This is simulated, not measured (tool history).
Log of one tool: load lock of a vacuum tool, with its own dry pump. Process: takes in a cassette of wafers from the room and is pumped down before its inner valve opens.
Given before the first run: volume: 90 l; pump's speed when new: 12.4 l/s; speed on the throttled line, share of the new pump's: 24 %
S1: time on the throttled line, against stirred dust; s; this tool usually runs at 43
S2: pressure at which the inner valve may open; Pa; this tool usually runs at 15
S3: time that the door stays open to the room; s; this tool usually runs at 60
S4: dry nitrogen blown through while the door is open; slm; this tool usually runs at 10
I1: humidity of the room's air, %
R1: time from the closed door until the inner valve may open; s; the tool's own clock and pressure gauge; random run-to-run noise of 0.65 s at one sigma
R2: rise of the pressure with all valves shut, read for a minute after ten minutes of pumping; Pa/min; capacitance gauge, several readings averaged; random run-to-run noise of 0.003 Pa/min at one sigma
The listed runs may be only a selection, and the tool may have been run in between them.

Run 1, day 0: usual settings; I1 43.7. Result: R1 103.9 s, R2 0.012 Pa/min.
Run 2, day 24.258: usual settings; I1 48.5. Result: R1 103 s, R2 0.031 Pa/min.
Run 3, day 48.038: usual settings but S2 13 Pa; I1 41.1. Result: R1 105.4 s, R2 0.049 Pa/min.
Run 4, day 60.058: usual settings; I1 43.5. Result: R1 104.8 s, R2 0.055 Pa/min.
Run 5, day 83.429: usual settings but S3 34 s; I1 45.1. Result: R1 105.7 s, R2 0.079 Pa/min.
Run 6, day 98.242: usual settings but S2 13 Pa, S3 34 s; I1 45.7. Result: R1 106.6 s, R2 0.095 Pa/min.
Run 7, day 109.062: usual settings but S2 13 Pa, S3 34 s; I1 40.6. Result: R1 107.1 s, R2 0.11 Pa/min.
Run 8, day 125.046: usual settings; I1 45.3. Result: R1 105.2 s, R2 0.13 Pa/min.
Run 9, day 135.679: usual settings; I1 45.6. Result: R1 104.2 s, R2 0.15 Pa/min.
Run 10, day 148.571: usual settings; I1 43.9. Result: R1 106.1 s, R2 0.158 Pa/min.
Run 11, day 169.042: usual settings but S3 51 s; I1 46.7. Result: R1 107.1 s, R2 0.201 Pa/min.
Run 12, day 190.746: usual settings; I1 44.7. Result: R1 105.9 s, R2 0.237 Pa/min.
Run 13, day 205.725: usual settings but S2 24 Pa, S4 21 slm; I1 44.2. Result: R1 102.8 s, R2 0.255 Pa/min.
At day 213.333: dry pump taken out, an overhauled one fitted.
Run 14, day 230.017: usual settings but S1 52 s, S2 16 Pa; I1 44.8. Result: R1 104 s, R2 0.307 Pa/min.
Run 15, day 253.9: usual settings but S1 52 s, S2 16 Pa; I1 45. Result: R1 104.2 s, R2 0.358 Pa/min.
Run 16, day 270.358: usual settings but S1 63 s, S2 16 Pa, S3 87 s, S4 17 slm; I1 45. Result: R1 112.1 s, R2 0.386 Pa/min.
Run 17, day 295.004: usual settings but S1 22 s, S2 12 Pa, S3 54 s; I1 47.7. Result: R1 83.4 s, R2 0.44 Pa/min.
Run 18, day 309.471: usual settings but S3 29 s; I1 46.1. Result: R1 98.5 s, R2 0.485 Pa/min.
Run 19, day 325.783: usual settings but S3 29 s; I1 46.1. Result: R1 98.2 s, R2 0.528 Pa/min.
At day 338.429: door's seal changed, seat wiped.
Run 20, day 340.538: usual settings but S3 49 s, S4 8 slm; I1 44.2. Result: R1 99.4 s, R2 0.017 Pa/min.
Run 21, day 360.942: usual settings but S3 49 s, S4 17 slm; I1 41.5. Result: R1 99.2 s, R2 0.022 Pa/min.
Run 22, day 375.292: usual settings but S3 49 s, S4 17 slm; I1 44. Result: R1 98.7 s, R2 0.03 Pa/min.
Run 23, day 396.371: usual settings but S2 11 Pa, S3 199 s, S4 17 slm; I1 43. Result: R1 101.4 s, R2 0.057 Pa/min.
Run 24, day 417.892: usual settings but S1 29 s, S2 24 Pa, S4 5 slm; I1 45.2. Result: R1 85.5 s, R2 0.074 Pa/min.

Here are 3 independent what-if runs from the current tool condition. What would each one return?
Run A, day 441.575: usual settings but S1 59 s, S2 17 Pa, S3 129 s, S4 5 slm; I1 46.4. Result: R1 ?, R2 ?.
Run B, day 441.575: usual settings but S1 29 s, S2 24 Pa, S4 7 slm; I1 43.1. Result: R1 ?, R2 ?.
Run C, day 441.575: usual settings but S1 41 s, S2 24 Pa, S3 65 s, S4 14 slm; I1 48.3. Result: R1 ?, R2 ?.

run     R1     R2
  A  112.1  0.108
  B   86.3  0.101
  C   95.4  0.092
With the hidden condition removed and each run's random variation left untouched, the same runs would have given:
run     R1     R2
  A  109.2  0.026
  B   83.2   0.02
  C   92.3  0.012
